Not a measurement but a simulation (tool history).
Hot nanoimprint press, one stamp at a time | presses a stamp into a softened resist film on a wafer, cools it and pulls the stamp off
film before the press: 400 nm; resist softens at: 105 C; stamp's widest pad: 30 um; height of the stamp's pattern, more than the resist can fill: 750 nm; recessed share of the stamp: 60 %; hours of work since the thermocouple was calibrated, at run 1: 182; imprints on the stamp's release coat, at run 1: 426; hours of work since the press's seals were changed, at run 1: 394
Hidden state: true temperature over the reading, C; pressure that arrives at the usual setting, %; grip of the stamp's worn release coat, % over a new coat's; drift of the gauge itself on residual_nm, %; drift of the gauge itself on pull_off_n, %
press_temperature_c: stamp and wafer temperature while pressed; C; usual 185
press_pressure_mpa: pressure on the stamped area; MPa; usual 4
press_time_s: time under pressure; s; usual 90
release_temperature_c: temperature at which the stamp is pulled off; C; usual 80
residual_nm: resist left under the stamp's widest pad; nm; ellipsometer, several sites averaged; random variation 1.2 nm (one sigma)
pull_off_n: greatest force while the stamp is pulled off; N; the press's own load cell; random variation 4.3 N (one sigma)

run     day  press_temperature_c  press_pressure_mpa  press_time_s  release_temperature_c  hours of work since the thermocouple was calibrated  imprints on the stamp's release coat  hours of work since the press's seals were changed  residual_nm  pull_off_n
  1       0                  185                   4            90                     80                                                  182                                   426                                                 394        228.1         239
  2   0.792                  185                   4           101                     80                                                  195                                   498                                                 406          220         248
  3   1.371                  185                   4            90                     80                                                  204                                   550                                                 416        230.2         255
  4   2.588                  185                   4            90                     80                                                  224                                   659                                                 435        229.9         274
  5   3.504                  185                   4            90                     80                                                  238                                   742                                                 450        230.4         278
  6   4.158                  181                   4            90                     80                                                  249                                   800                                                 460        267.8         283
  7   4.862                  185                   4            90                     80                                                  260                                   864                                                 472        232.5         284
  8   6.096                  185                   4            90                     80                                                  280                                   975                                                 491          228         295
  9   6.758                  185                   4            90                     80                                                  290                                  1034                                                 502        230.1         303
      7.938  -- plate thermocouple calibrated
 10   8.092                  185                3.54            90                     67                                                    3                                  1143                                                 521        234.5         402
 11   9.092                  185                3.54            90                     67                                                   19                                  1233                                                 537        234.4         421
 12   9.938                  185                4.92            90                     75                                                   32                                  1309                                                 551        206.8         366
 13  10.958                  185                   4           155                     80                                                   49                                  1401                                                 567        186.7         329

Forecast each of these 4 alternatives for the next run:
     11.621  -- stamp cleaned and given a new release coat
  A  12.446                  179                   4           155                     69                                                   68                                    74                                                 587            ?           ?
     11.621  -- stamp cleaned and given a new release coat
  B  12.446                  179                   5           125                     80                                                   68                                    74                                                 587            ?           ?
     11.621  -- stamp cleaned and given a new release coat
  C  12.446                  189                3.38           155                     77                                                   68                                    74                                                 587            ?           ?
     11.621  -- stamp cleaned and given a new release coat
  D  12.446                  185                5.57           117                     86                                                   68                                    74                                                 587            ?           ?

run  residual_nm  pull_off_n
  A        245.5         284
  B        238.9         215
  C        167.4         235
  D        180.5         186
Without the tool's hidden state the same runs would have given:
run  residual_nm  pull_off_n
  A        238.6         274
  B        231.4         207
  C        162.2         227
  D        173.6         179
